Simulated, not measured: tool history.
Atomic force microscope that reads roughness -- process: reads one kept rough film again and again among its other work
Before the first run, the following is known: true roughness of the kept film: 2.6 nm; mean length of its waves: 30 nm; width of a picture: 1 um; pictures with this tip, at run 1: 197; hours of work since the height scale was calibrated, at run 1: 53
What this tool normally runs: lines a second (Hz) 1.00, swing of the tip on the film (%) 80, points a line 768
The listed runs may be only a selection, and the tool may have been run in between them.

| run | hour | lines a second (Hz) | swing of the tip on the film (%) | points a line | pictures with this tip | hours of work since the height scale was calibrated | roughness of the kept film (nm (root mean square)) |
|---|---|---|---|---|---|---|---|
| 1 | 0.0 | 1.00 | 80 | 768 | 197 | 53 | 2.209 |
| 2 | 13.3 | 1.00 | 84 | 768 | 226 | 63 | 2.177 |
|  | 15.8 | new tip fitted |
| 3 | 24.4 | 1.00 | 82 | 768 | 19 | 71 | 2.217 |
| 4 | 33.5 | 1.00 | 82 | 768 | 39 | 78 | 2.208 |
| 5 | 43.4 | 1.00 | 82 | 768 | 60 | 85 | 2.220 |
| 6 | 57.2 | 1.00 | 82 | 768 | 91 | 95 | 2.214 |
| 7 | 70.8 | 1.00 | 82 | 768 | 120 | 106 | 2.205 |
| 8 | 84.1 | 1.00 | 82 | 768 | 150 | 116 | 2.196 |
| 9 | 90.4 | 0.95 | 80 | 323 | 164 | 120 | 2.234 |
| 10 | 101.6 | 0.95 | 80 | 323 | 188 | 129 | 2.201 |
| 11 | 112.0 | 2.09 | 68 | 421 | 211 | 137 | 2.221 |
|  | 121.9 | new tip fitted |
| 12 | 125.5 | 0.61 | 90 | 768 | 9 | 146 | 2.225 |
| 13 | 137.3 | 0.84 | 90 | 260 | 34 | 155 | 2.142 |

What if the next run were any one of these 5? Each begins from the tool's condition after run 13:
| A | 144.2 | 1.00 | 80 | 603 | 50 | 160 | ? |
| B | 144.2 | 0.69 | 84 | 768 | 50 | 160 | ? |
| C | 144.2 | 0.90 | 58 | 347 | 50 | 160 | ? |
| D | 144.2 | 0.99 | 80 | 564 | 50 | 160 | ? |
| E | 144.2 | 1.35 | 76 | 476 | 50 | 160 | ? |

| run | roughness of the kept film (nm (root mean square)) |
|---|---|
| A | 2.221 |
| B | 2.262 |
| C | 2.335 |
| D | 2.218 |
| E | 2.194 |
What these runs would have given with no unlogged condition in the tool:
| run | roughness of the kept film (nm (root mean square)) |
|---|---|
| A | 2.222 |
| B | 2.263 |
| C | 2.336 |
| D | 2.219 |
| E | 2.195 |

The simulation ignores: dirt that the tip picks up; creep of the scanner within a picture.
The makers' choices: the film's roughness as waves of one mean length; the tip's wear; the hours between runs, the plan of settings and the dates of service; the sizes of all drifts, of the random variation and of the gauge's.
